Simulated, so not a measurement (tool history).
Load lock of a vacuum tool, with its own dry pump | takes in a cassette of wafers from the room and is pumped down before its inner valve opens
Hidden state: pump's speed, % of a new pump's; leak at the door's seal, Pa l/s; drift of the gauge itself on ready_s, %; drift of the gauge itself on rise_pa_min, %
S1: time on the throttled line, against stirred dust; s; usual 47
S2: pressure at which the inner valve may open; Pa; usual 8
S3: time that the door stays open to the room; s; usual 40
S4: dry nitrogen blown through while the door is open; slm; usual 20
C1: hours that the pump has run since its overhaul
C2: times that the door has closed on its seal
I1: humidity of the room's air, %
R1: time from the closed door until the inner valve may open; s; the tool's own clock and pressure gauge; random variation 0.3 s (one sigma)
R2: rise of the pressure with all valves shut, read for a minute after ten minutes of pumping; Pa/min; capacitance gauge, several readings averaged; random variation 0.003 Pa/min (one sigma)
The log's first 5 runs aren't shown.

At day 59.046: dry pump taken out, an overhauled one fitted.
Run 6, day 69.521: usual settings; C1 251; C2 7633; I1 41.7. Result: R1 80.7 s, R2 0.031 Pa/min.
Run 7, day 87.312: usual settings; C1 678; C2 8313; I1 43.2. Result: R1 80.4 s, R2 0.03 Pa/min.
Run 8, day 104.071: usual settings; C1 1081; C2 8953; I1 42.2. Result: R1 80.3 s, R2 0.038 Pa/min.
Run 9, day 120.767: usual settings; C1 1481; C2 9591; I1 48.2. Result: R1 80.4 s, R2 0.036 Pa/min.
Run 10, day 131.25: usual settings; C1 1733; C2 9992; I1 44.5. Result: R1 81.2 s, R2 0.034 Pa/min.
Run 11, day 144.825: usual settings; C1 2059; C2 10511; I1 47.8. Result: R1 80.5 s, R2 0.037 Pa/min.
Run 12, day 153.7: usual settings; C1 2272; C2 10850; I1 45.2. Result: R1 81.3 s, R2 0.036 Pa/min.
Run 13, day 165.642: usual settings; C1 2558; C2 11307; I1 44.2. Result: R1 80.7 s, R2 0.034 Pa/min.
Run 14, day 173.412: usual settings; C1 2745; C2 11603; I1 42.8. Result: R1 80.9 s, R2 0.034 Pa/min.
Run 15, day 185.667: usual settings; C1 3039; C2 12072; I1 43.2. Result: R1 81.3 s, R2 0.046 Pa/min.
Run 16, day 193.229: usual settings but S1 52 s; C1 3220; C2 12361; I1 44.4. Result: R1 85 s, R2 0.036 Pa/min.
Run 17, day 201.225: usual settings but S1 41 s; C1 3412; C2 12666; I1 45.1. Result: R1 76.5 s, R2 0.039 Pa/min.
Run 18, day 218.646: usual settings but S3 53 s; C1 3830; C2 13332; I1 44.1. Result: R1 81.6 s, R2 0.041 Pa/min.
Run 19, day 226.429: usual settings but S1 69 s, S2 9 Pa, S3 69 s; C1 4017; C2 13629; I1 44.2. Result: R1 98.6 s, R2 0.044 Pa/min.
Run 20, day 236.642: usual settings but S1 36 s, S3 80 s, S4 44 slm; C1 4262; C2 14020; I1 44.9. Result: R1 72.7 s, R2 0.034 Pa/min.

The next listed run, before its measurement:
Run 21, day 249.375: usual settings but S1 36 s, S3 41 s, S4 16 slm; C1 4568; C2 14506; I1 44.6. Result: R1 ?, R2 ?.

Run 21 gave R1 72.9 s, R2 0.045 Pa/min.
Without the tool's hidden state the same run would have given R1 71.2 s, R2 0.028 Pa/min.

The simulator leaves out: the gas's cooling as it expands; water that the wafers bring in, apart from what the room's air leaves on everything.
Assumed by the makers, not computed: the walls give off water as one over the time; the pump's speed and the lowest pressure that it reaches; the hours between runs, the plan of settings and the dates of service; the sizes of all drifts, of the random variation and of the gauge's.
